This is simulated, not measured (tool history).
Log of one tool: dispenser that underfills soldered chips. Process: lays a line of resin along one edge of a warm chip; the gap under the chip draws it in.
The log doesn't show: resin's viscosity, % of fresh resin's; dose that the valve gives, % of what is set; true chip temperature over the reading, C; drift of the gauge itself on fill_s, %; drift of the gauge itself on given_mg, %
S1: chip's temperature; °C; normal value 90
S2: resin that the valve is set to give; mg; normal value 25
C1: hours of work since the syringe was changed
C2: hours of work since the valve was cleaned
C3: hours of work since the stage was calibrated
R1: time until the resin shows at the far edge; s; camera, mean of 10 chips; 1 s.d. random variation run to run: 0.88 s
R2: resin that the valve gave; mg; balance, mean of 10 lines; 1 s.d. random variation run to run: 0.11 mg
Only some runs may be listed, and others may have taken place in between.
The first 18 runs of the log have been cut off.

Run 19, hour 85: usual settings but S1 84 °C; C1 4; C2 5; C3 153. Result: R1 132.8 s, R2 24.58 mg.
Run 20, hour 90: usual settings but S1 84 °C; C1 7; C2 8; C3 156. Result: R1 159.1 s, R2 24.42 mg.
Run 21, hour 92.4: usual settings but S1 76 °C, S2 28 mg; C1 8; C2 10; C3 158. Result: R1 234.6 s, R2 27.72 mg.
At hour 93.3: new syringe of resin.
Run 22, hour 95.9: usual settings but S1 76 °C, S2 21.3 mg; C1 2; C2 12; C3 160. Result: R1 176.5 s, R2 20.91 mg.
Run 23, hour 98.4: usual settings but S1 87 °C, S2 25.6 mg; C1 3; C2 14; C3 161. Result: R1 113 s, R2 25.26 mg.
Run 24, hour 101.2: usual settings but S1 95 °C, S2 27.4 mg; C1 5; C2 15; C3 163. Result: R1 90.2 s, R2 26.93 mg.
Run 25, hour 104.8: usual settings but S1 95 °C, S2 27.4 mg; C1 7; C2 18; C3 166. Result: R1 101.2 s, R2 26.63 mg.
At hour 107.3: new syringe of resin.
Run 26, hour 107.9: usual settings but S1 83 °C, S2 31 mg; C1 0; C2 19; C3 167. Result: R1 115.2 s, R2 30.52 mg.
Run 27, hour 112.1: usual settings but S1 80 °C, S2 31 mg; C1 3; C2 22; C3 170. Result: R1 154 s, R2 30.15 mg.
Run 28, hour 117.6: usual settings but S1 89 °C, S2 23.7 mg; C1 7; C2 26; C3 173. Result: R1 130.3 s, R2 23.04 mg.
At hour 121.5: new syringe of resin.
Run 29, hour 122.4: usual settings but S2 27.8 mg; C1 1; C2 28; C3 176. Result: R1 89 s, R2 27.15 mg.
Run 30, hour 128.1: usual settings but S1 92 °C, S2 30 mg; C1 4; C2 32; C3 180. Result: R1 97.7 s, R2 29.34 mg.
Run 31, hour 132.7: usual settings but S1 99 °C, S2 26.5 mg; C1 7; C2 35; C3 183. Result: R1 87.6 s, R2 25.55 mg.
At hour 135.8: new syringe of resin.
Run 32, hour 138.3: usual settings but S2 25.9 mg; C1 2; C2 38; C3 186. Result: R1 92.8 s, R2 24.79 mg.
Run 33, hour 141: usual settings but S1 101 °C, S2 30.4 mg; C1 3; C2 40; C3 188. Result: R1 65.8 s, R2 28.97 mg.
Run 34, hour 147: usual settings but S1 102 °C, S2 27.1 mg; C1 7; C2 44; C3 192. Result: R1 77.5 s, R2 26.13 mg.
At hour 150: new syringe of resin.
Run 35, hour 153.3: usual settings but S1 104 °C, S2 30.8 mg; C1 2; C2 48; C3 196. Result: R1 54 s, R2 29.51 mg.

Branching from run 35: 4 alternative next runs. What would each branch give?
Run A, hour 155.7: usual settings but S1 75 °C, S2 31.6 mg; C1 4; C2 49; C3 197. Result: R1 ?, R2 ?.
Run B, hour 155.7: usual settings but S1 88 °C; C1 4; C2 49; C3 197. Result: R1 ?, R2 ?.
Run C, hour 155.7: usual settings but S1 103 °C, S2 27.5 mg; C1 4; C2 49; C3 197. Result: R1 ?, R2 ?.
Run D, hour 155.7: usual settings but S1 94 °C, S2 22.1 mg; C1 4; C2 49; C3 197. Result: R1 ?, R2 ?.

run     R1     R2
  A  192.3  30.12
  B  113.9  23.81
  C     63  26.03
  D   91.7  21.15
Stripped of hidden state, with their random variation kept, the same runs would have yielded:
run     R1     R2
  A  152.4  31.53
  B   89.8  24.92
  C   50.2  27.25
  D   72.2  22.13
